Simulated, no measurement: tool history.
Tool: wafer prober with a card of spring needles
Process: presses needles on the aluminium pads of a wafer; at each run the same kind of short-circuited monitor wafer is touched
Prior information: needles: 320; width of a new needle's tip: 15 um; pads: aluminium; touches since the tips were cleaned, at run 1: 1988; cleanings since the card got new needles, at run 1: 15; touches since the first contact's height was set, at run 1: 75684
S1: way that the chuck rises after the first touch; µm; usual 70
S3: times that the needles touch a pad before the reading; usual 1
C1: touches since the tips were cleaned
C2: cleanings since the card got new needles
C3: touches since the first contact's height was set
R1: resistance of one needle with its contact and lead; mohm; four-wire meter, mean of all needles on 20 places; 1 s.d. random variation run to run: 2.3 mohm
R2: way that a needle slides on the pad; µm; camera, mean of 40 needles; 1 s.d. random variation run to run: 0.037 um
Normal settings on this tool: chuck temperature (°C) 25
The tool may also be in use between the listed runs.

run 1 day=0.000 | S1=70 chuck_temperature_(°C)=25 S3=1 | C1=1988 C2=15 C3=75684 | R1=291 R2=8.21
-- day=0.267 tips cleaned on abrasive film
run 2 day=0.604 | S1=70 chuck_temperature_(°C)=25 S3=1 | C1=3413 C2=16 C3=81767 | R1=298 R2=8.31
-- day=0.700 tips cleaned on abrasive film
run 3 day=0.988 | S1=70 chuck_temperature_(°C)=25 S3=1 | C1=2919 C2=17 C3=85573 | R1=297 R2=8.23
-- day=1.058 height of the first contact set anew
-- day=1.142 tips cleaned on abrasive film
run 4 day=1.512 | S1=70 chuck_temperature_(°C)=25 S3=1 | C1=3770 C2=18 C3=4553 | R1=299 R2=8.51
-- day=1.583 tips cleaned on abrasive film
-- day=2.025 tips cleaned on abrasive film
run 5 day=2.117 | S1=53 chuck_temperature_(°C)=25 S3=1 | C1=922 C2=20 C3=10557 | R1=293 R2=6.42
run 6 day=2.412 | S1=55 chuck_temperature_(°C)=25 S3=1 | C1=3942 C2=20 C3=13577 | R1=322 R2=6.64
-- day=2.458 tips cleaned on abrasive film
run 7 day=2.783 | S1=70 chuck_temperature_(°C)=25 S3=1 | C1=3303 C2=21 C3=17273 | R1=297 R2=8.47
-- day=2.912 tips cleaned on abrasive film
run 8 day=3.192 | S1=70 chuck_temperature_(°C)=25 S3=1 | C1=2795 C2=22 C3=21328 | R1=296 R2=8.39
-- day=3.362 tips cleaned on abrasive film
run 9 day=3.458 | S1=80 chuck_temperature_(°C)=25 S3=1 | C1=1003 C2=23 C3=24017 | R1=273 R2=9.62
-- day=3.800 tips cleaned on abrasive film
run 10 day=3.950 | S1=80 chuck_temperature_(°C)=25 S3=1 | C1=1552 C2=24 C3=28947 | R1=280 R2=9.59
-- day=4.238 tips cleaned on abrasive film
run 11 day=4.467 | S1=67 chuck_temperature_(°C)=25 S3=1 | C1=2340 C2=25 C3=34112 | R1=302 R2=8.00
-- day=4.688 tips cleaned on abrasive film
run 12 day=4.733 | S1=67 chuck_temperature_(°C)=25 S3=3 | C1=462 C2=26 C3=36750 | R1=261 R2=8.03
-- day=5.121 tips cleaned on abrasive film
run 13 day=5.342 | S1=52 chuck_temperature_(°C)=25 S3=2 | C1=2223 C2=27 C3=42863 | R1=294 R2=6.18
-- day=5.575 tips cleaned on abrasive film
run 14 day=5.633 | S1=52 chuck_temperature_(°C)=25 S3=2 | C1=583 C2=28 C3=45781 | R1=278 R2=6.10
-- day=6.021 tips cleaned on abrasive film
run 15 day=6.138 | S1=68 chuck_temperature_(°C)=69 S3=3 | C1=1204 C2=29 C3=50832 | R1=280 R2=8.02
-- day=6.454 tips cleaned on abrasive film
run 16 day=6.533 | S1=68 chuck_temperature_(°C)=69 S3=3 | C1=793 C2=30 C3=54778 | R1=278 R2=8.03
-- day=6.917 tips cleaned on abrasive film
run 17 day=6.933 | S1=68 chuck_temperature_(°C)=69 S3=3 | C1=194 C2=31 C3=58791 | R1=274 R2=8.07

For each entry between runs, how does the tool's hidden state at the last listed run before it compare with that at the first listed run after it?
In the gap between runs 1 and 2: tips cleaned on abrasive film (day 0.267)
  debris on the tips, nm: 54.3 -> 65.5; way that the needles fall short of the set height, um: 1.85 -> 1.98; tips' diameter, um: 15.65 -> 15.69
  the result without the hidden state subtracted from the measured one, R1: +35 -> +42 mohm; R2: -0.22 -> -0.24 µm
In the gap between runs 2 and 3: tips cleaned on abrasive film (day 0.700)
  debris on the tips, nm: 65.5 -> 62.1; way that the needles fall short of the set height, um: 1.98 -> 2.11; tips' diameter, um: 15.69 -> 15.74
  the result without the hidden state subtracted from the measured one, R1: +42 -> +40 mohm; R2: -0.24 -> -0.25 µm
In the gap between runs 3 and 4: height of the first contact set anew (day 1.058); tips cleaned on abrasive film (day 1.142)
  debris on the tips, nm: 62.1 -> 64.7; way that the needles fall short of the set height, um: 2.11 -> 0.1; tips' diameter, um: 15.74 -> 15.77
  the result without the hidden state subtracted from the measured one, R1: +40 -> +40 mohm; R2: -0.25 -> -0.01 µm
In the gap between runs 4 and 5: tips cleaned on abrasive film (day 1.583); tips cleaned on abrasive film (day 2.025)
  debris on the tips, nm: 64.7 -> 35.7; way that the needles fall short of the set height, um: 0.1 -> 0.3; tips' diameter, um: 15.77 -> 15.84
  the result without the hidden state subtracted from the measured one, R1: +40 -> +35 mohm; R2: -0.01 -> -0.03 µm
In the gap between runs 6 and 7: tips cleaned on abrasive film (day 2.458)
  debris on the tips, nm: 67.4 -> 64.8; way that the needles fall short of the set height, um: 0.3 -> 0.44; tips' diameter, um: 15.84 -> 15.89
  the result without the hidden state subtracted from the measured one, R1: +62 -> +40 mohm; R2: -0.04 -> -0.05 µm
In the gap between runs 7 and 8: tips cleaned on abrasive film (day 2.912)
  debris on the tips, nm: 64.8 -> 60.4; way that the needles fall short of the set height, um: 0.44 -> 0.55; tips' diameter, um: 15.89 -> 15.93
  the result without the hidden state subtracted from the measured one, R1: +40 -> +39 mohm; R2: -0.05 -> -0.06 µm
In the gap between runs 8 and 9: tips cleaned on abrasive film (day 3.362)
  debris on the tips, nm: 60.4 -> 41; way that the needles fall short of the set height, um: 0.55 -> 0.67; tips' diameter, um: 15.93 -> 15.97
  the result without the hidden state subtracted from the measured one, R1: +39 -> +21 mohm; R2: -0.06 -> -0.08 µm
In the gap between runs 9 and 10: tips cleaned on abrasive film (day 3.800)
  debris on the tips, nm: 41 -> 45.6; way that the needles fall short of the set height, um: 0.67 -> 0.8; tips' diameter, um: 15.97 -> 16.02
  the result without the hidden state subtracted from the measured one, R1: +21 -> +24 mohm; R2: -0.08 -> -0.10 µm
In the gap between runs 10 and 11: tips cleaned on abrasive film (day 4.238)
  debris on the tips, nm: 45.6 -> 57.8; way that the needles fall short of the set height, um: 0.8 -> 0.95; tips' diameter, um: 16.02 -> 16.07
  the result without the hidden state subtracted from the measured one, R1: +24 -> +40 mohm; R2: -0.10 -> -0.12 µm
In the gap between runs 11 and 12: tips cleaned on abrasive film (day 4.688)
  debris on the tips, nm: 57.8 -> 20.4; way that the needles fall short of the set height, um: 0.95 -> 1.05; tips' diameter, um: 16.07 -> 16.11
  the result without the hidden state subtracted from the measured one, R1: +40 -> +6 mohm; R2: -0.12 -> -0.13 µm
In the gap between runs 12 and 13: tips cleaned on abrasive film (day 5.121)
  debris on the tips, nm: 20.4 -> 55.7; way that the needles fall short of the set height, um: 1.05 -> 1.18; tips' diameter, um: 16.11 -> 16.15
  the result without the hidden state subtracted from the measured one, R1: +6 -> +36 mohm; R2: -0.13 -> -0.15 µm
In the gap between runs 13 and 14: tips cleaned on abrasive film (day 5.575)
  debris on the tips, nm: 55.7 -> 27.4; way that the needles fall short of the set height, um: 1.18 -> 1.32; tips' diameter, um: 16.15 -> 16.2
  the result without the hidden state subtracted from the measured one, R1: +36 -> +19 mohm; R2: -0.15 -> -0.16 µm
In the gap between runs 14 and 15: tips cleaned on abrasive film (day 6.021)
  debris on the tips, nm: 27.4 -> 42; way that the needles fall short of the set height, um: 1.32 -> 1.41; tips' diameter, um: 16.2 -> 16.23
  the result without the hidden state subtracted from the measured one, R1: +19 -> +11 mohm; R2: -0.16 -> -0.17 µm
In the gap between runs 15 and 16: tips cleaned on abrasive film (day 6.454)
  debris on the tips, nm: 42 -> 34.6; way that the needles fall short of the set height, um: 1.41 -> 1.51; tips' diameter, um: 16.23 -> 16.27
  the result without the hidden state subtracted from the measured one, R1: +11 -> +9 mohm; R2: -0.17 -> -0.18 µm
In the gap between runs 16 and 17: tips cleaned on abrasive film (day 6.917)
  debris on the tips, nm: 34.6 -> 15.3; way that the needles fall short of the set height, um: 1.51 -> 1.65; tips' diameter, um: 16.27 -> 16.32
  the result without the hidden state subtracted from the measured one, R1: +9 -> +4 mohm; R2: -0.18 -> -0.21 µm

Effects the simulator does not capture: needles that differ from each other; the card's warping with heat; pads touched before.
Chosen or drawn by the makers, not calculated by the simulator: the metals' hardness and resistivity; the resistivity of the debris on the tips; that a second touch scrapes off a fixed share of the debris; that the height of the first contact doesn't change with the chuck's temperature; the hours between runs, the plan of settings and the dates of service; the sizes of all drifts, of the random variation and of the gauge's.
